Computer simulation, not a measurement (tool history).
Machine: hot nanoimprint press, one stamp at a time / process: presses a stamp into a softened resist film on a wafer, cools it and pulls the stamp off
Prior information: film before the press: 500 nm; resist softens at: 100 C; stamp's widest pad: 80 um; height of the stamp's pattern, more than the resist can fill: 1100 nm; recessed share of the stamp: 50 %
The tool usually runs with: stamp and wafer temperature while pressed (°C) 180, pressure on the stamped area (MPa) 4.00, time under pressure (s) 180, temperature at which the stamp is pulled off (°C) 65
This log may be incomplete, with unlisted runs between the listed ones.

run	day	stamp and wafer temperature while pressed (°C)	pressure on the stamped area (MPa)	time under pressure (s)	temperature at which the stamp is pulled off (°C)	resist left under the stamp's widest pad (Å)	greatest force while the stamp is pulled off (N)
1	0.000	180	4.00	180	65	2596	206
2	0.462	180	4.00	180	65	2563	208
3	0.825	180	2.54	180	65	3020	203
4	1.342	180	2.54	180	65	3053	204
5	1.888	180	2.54	180	65	2998	210
6	2.150	180	2.54	180	65	3041	216
7	2.671	180	2.54	180	65	3031	208
8	3.146	180	2.54	180	65	2967	213
9	3.446	180	2.54	180	65	3042	212
10	3.996	175	4.00	180	65	3027	219
11	4.304	175	4.00	180	65	2988	217
12	4.825	175	4.00	180	65	3018	214
# day 5.004: plate thermocouple calibrated
13	5.271	180	4.00	180	65	2473	210
14	5.608	180	4.00	180	65	2497	214
15	6.117	180	4.00	180	65	2470	211
16	6.600	180	4.00	180	70	2439	194
17	7.150	184	3.76	180	57	2234	243
18	7.662	175	3.76	180	56	2918	245
# day 7.833: plate thermocouple calibrated, once more
19	8.296	175	3.76	180	56	3233	254
20	8.625	175	3.76	106	56	3763	250
21	8.967	186	2.63	106	56	3161	257
22	9.204	180	2.50	118	65	3569	228
23	9.433	180	2.50	118	62	3580	238
24	9.788	184	2.50	118	70	3250	218
25	10.238	173	4.00	313	65	2848	230
26	10.575	173	4.00	313	65	2845	229
27	11.008	180	4.00	115	50	3205	297

Expected results for the next run?
28	11.475	182	4.63	180	69	?	?

Run 28 measured resist left under the stamp's widest pad (Å) 2424, greatest force while the stamp is pulled off (N) 211.
With no hidden state in the tool, this same run would have given resist left under the stamp's widest pad (Å) 2394, greatest force while the stamp is pulled off (N) 170.
